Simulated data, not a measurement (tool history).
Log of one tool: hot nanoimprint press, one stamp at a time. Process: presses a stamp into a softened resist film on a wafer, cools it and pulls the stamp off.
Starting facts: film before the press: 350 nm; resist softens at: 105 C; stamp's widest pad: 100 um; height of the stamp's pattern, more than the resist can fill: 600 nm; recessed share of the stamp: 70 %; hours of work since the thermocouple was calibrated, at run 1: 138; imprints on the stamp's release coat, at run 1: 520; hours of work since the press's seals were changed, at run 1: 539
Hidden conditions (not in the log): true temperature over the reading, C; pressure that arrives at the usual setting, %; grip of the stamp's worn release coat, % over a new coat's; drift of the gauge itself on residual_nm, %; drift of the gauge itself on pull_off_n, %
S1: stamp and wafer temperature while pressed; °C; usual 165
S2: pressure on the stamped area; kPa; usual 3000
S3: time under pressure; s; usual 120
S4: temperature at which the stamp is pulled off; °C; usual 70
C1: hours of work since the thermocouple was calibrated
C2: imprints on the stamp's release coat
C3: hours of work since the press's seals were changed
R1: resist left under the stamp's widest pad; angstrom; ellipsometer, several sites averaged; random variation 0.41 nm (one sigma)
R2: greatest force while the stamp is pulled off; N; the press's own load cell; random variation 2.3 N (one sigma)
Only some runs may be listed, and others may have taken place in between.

run,hour,S1,S2,S3,S4,C1,C2,C3,R1,R2
1,0.0,165,3000,120,70,138,520,539,1444,131
2,45.4,165,3000,120,70,160,602,561,1445,135
3,112.3,165,3000,120,70,192,722,593,1441,143
4,195.9,165,3000,120,64,232,873,633,1432,177
# hour 238.4: stamp cleaned and given a new release coat
5,267.8,165,3000,120,64,264,53,665,1440,124
6,308.3,165,3000,120,64,283,126,684,1434,130
7,368.7,165,3000,120,70,312,235,713,1432,115
8,421.9,165,1870,120,70,338,331,739,1831,117
9,478.1,165,1870,120,70,365,433,766,1814,123
10,543.0,165,3000,120,70,396,550,797,1415,133
# hour 553.1: plate thermocouple calibrated
11,635.0,165,3000,120,70,39,710,840,1415,134
12,705.9,165,3000,120,70,73,838,874,1413,145
# hour 767.2: stamp cleaned and given a new release coat
# hour 775.2: press's hydraulic seals changed and the load cell set to zero
13,802.2,165,3000,120,70,113,49,13,1374,105
14,843.9,165,3000,120,73,133,124,33,1368,97
15,905.1,165,3000,120,70,162,235,62,1367,116
16,967.6,164,3000,173,70,192,348,92,1253,120
# hour 974.2: plate thermocouple calibrated, once more
17,1051.5,164,3000,173,70,37,494,131,1305,130
18,1104.2,164,3000,173,70,62,589,157,1304,131
19,1165.0,163,1920,120,58,92,699,186,1930,182
20,1227.5,163,1920,120,58,122,811,216,1936,197
# hour 1300.1: stamp cleaned and given a new release coat
21,1300.1,165,3610,120,62,154,0,248,1278,128
22,1355.1,165,2710,120,62,180,99,274,1496,141
23,1402.8,165,2710,120,62,203,185,297,1496,136
24,1461.1,165,3430,186,70,231,290,325,1117,119
25,1534.5,163,1860,60,60,266,423,360,2358,161
26,1598.7,163,1860,60,60,297,538,391,2356,165
27,1674.7,165,3360,105,70,333,676,428,1379,139
28,1760.6,163,1910,148,76,375,831,469,1792,121
# hour 1823.4: stamp cleaned and given a new release coat
29,1826.6,163,1910,148,76,404,6,498,1791,86

A few steps of R1 between consecutive runs. Split each: what settings, incoming material and random variation would produce without the hidden state, and what is left over for the hidden state, along with gauge scatter present in only one of the two compared results (measured, and without hidden state):
Run 12 -> 13: stamp cleaned and given a new release coat, press's hydraulic seals changed and the load cell set to zero. R1 -39 angstrom: hidden state -44, all else +5.
Run 16 -> 17: plate thermocouple calibrated, once more. R1 +52 angstrom: hidden state +56, all else -4.
Run 24 -> 25: S1 165 -> 163, S2 3430 -> 1860, S3 186 -> 60, S4 70 -> 60. R1 +1241 angstrom: hidden state -17, all else +1258.
Run 26 -> 27: S1 163 -> 165, S2 1860 -> 3360, S3 60 -> 105, S4 60 -> 70. R1 -977 angstrom: hidden state +11, all else -988.

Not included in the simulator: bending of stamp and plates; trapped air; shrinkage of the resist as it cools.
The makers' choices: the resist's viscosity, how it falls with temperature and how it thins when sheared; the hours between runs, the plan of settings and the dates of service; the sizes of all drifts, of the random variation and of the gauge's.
